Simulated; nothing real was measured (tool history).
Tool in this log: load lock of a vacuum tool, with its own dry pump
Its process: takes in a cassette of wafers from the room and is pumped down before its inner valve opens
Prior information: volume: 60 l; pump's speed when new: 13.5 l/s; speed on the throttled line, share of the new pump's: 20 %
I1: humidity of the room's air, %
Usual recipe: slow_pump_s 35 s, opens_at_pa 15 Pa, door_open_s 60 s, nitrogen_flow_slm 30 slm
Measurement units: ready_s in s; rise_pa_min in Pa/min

Run 1, hour 0: usual settings; I1 41.2. Result: ready_s 68 s, rise_pa_min 0.019 Pa/min.
Run 2, hour 264.8: usual settings; I1 47. Result: ready_s 67.1 s, rise_pa_min 0.014 Pa/min.
Run 3, hour 473: usual settings; I1 46.2. Result: ready_s 67.7 s, rise_pa_min 0.015 Pa/min.
Run 4, hour 719.6: usual settings; I1 44.9. Result: ready_s 67.8 s, rise_pa_min 0.021 Pa/min.
Run 5, hour 1166.5: usual settings; I1 44.3. Result: ready_s 67.6 s, rise_pa_min 0.017 Pa/min.
Run 6, hour 1580.1: usual settings; I1 46.1. Result: ready_s 67.6 s, rise_pa_min 0.014 Pa/min.
Run 7, hour 2044.2: usual settings; I1 42.9. Result: ready_s 67.3 s, rise_pa_min 0.016 Pa/min.
Run 8, hour 2359.7: usual settings; I1 45.8. Result: ready_s 67 s, rise_pa_min 0.019 Pa/min.
Run 9, hour 2739.7: usual settings; I1 42.6. Result: ready_s 67.3 s, rise_pa_min 0.018 Pa/min.
Run 10, hour 3142.6: usual settings but door_open_s 64 s, nitrogen_flow_slm 5 slm; I1 45. Result: ready_s 67 s, rise_pa_min 0.022 Pa/min.
Run 11, hour 3482.7: usual settings but door_open_s 64 s, nitrogen_flow_slm 5 slm; I1 44.1. Result: ready_s 67.5 s, rise_pa_min 0.03 Pa/min.
Run 12, hour 3780.7: usual settings but slow_pump_s 28 s, opens_at_pa 12 Pa, door_open_s 65 s, nitrogen_flow_slm 5 slm; I1 45.8. Result: ready_s 63.4 s, rise_pa_min 0.029 Pa/min.
Run 13, hour 4234.8: usual settings but slow_pump_s 28 s, opens_at_pa 12 Pa, door_open_s 65 s, nitrogen_flow_slm 5 slm; I1 46.8. Result: ready_s 62.3 s, rise_pa_min 0.032 Pa/min.
Run 14, hour 4669.1: usual settings but opens_at_pa 18 Pa, nitrogen_flow_slm 9 slm; I1 49.5. Result: ready_s 66 s, rise_pa_min 0.032 Pa/min.
Run 15, hour 4938.5: usual settings but opens_at_pa 18 Pa, nitrogen_flow_slm 9 slm; I1 44. Result: ready_s 66.4 s, rise_pa_min 0.028 Pa/min.
Run 16, hour 5305.5: usual settings but opens_at_pa 16 Pa, door_open_s 164 s, nitrogen_flow_slm 38 slm; I1 43.7. Result: ready_s 67.3 s, rise_pa_min 0.027 Pa/min.
Run 17, hour 5643.6: usual settings but slow_pump_s 31 s, opens_at_pa 27 Pa, door_open_s 49 s, nitrogen_flow_slm 6 slm; I1 46.8. Result: ready_s 61 s, rise_pa_min 0.021 Pa/min.
Run 18, hour 6116.4: usual settings but slow_pump_s 60 s, opens_at_pa 12 Pa, nitrogen_flow_slm 4 slm; I1 44.1. Result: ready_s 88.2 s, rise_pa_min 0.026 Pa/min.

4 options for the next run, each taken on its own from the tool as it stands now. Forecast them:
Run A, hour 6380.5: usual settings but slow_pump_s 60 s, opens_at_pa 12 Pa, door_open_s 93 s, nitrogen_flow_slm 5 slm; I1 43.2. Result: ready_s ?, rise_pa_min ?.
Run B, hour 6380.5: usual settings but slow_pump_s 60 s, opens_at_pa 12 Pa, door_open_s 74 s, nitrogen_flow_slm 4 slm; I1 46.2. Result: ready_s ?, rise_pa_min ?.
Run C, hour 6380.5: usual settings but nitrogen_flow_slm 10 slm; I1 45.7. Result: ready_s ?, rise_pa_min ?.
Run D, hour 6380.5: usual settings but slow_pump_s 25 s, opens_at_pa 12 Pa, nitrogen_flow_slm 4 slm; I1 42.2. Result: ready_s ?, rise_pa_min ?.

run  ready_s  rise_pa_min
  A     87.8        0.031
  B     88.8        0.034
  C     67.6        0.026
  D     60.7        0.029
Stripped of hidden state, with their random variation kept, the same runs would have yielded:
run  ready_s  rise_pa_min
  A     87.8         0.03
  B     88.8        0.033
  C     67.6        0.026
  D     60.7        0.028
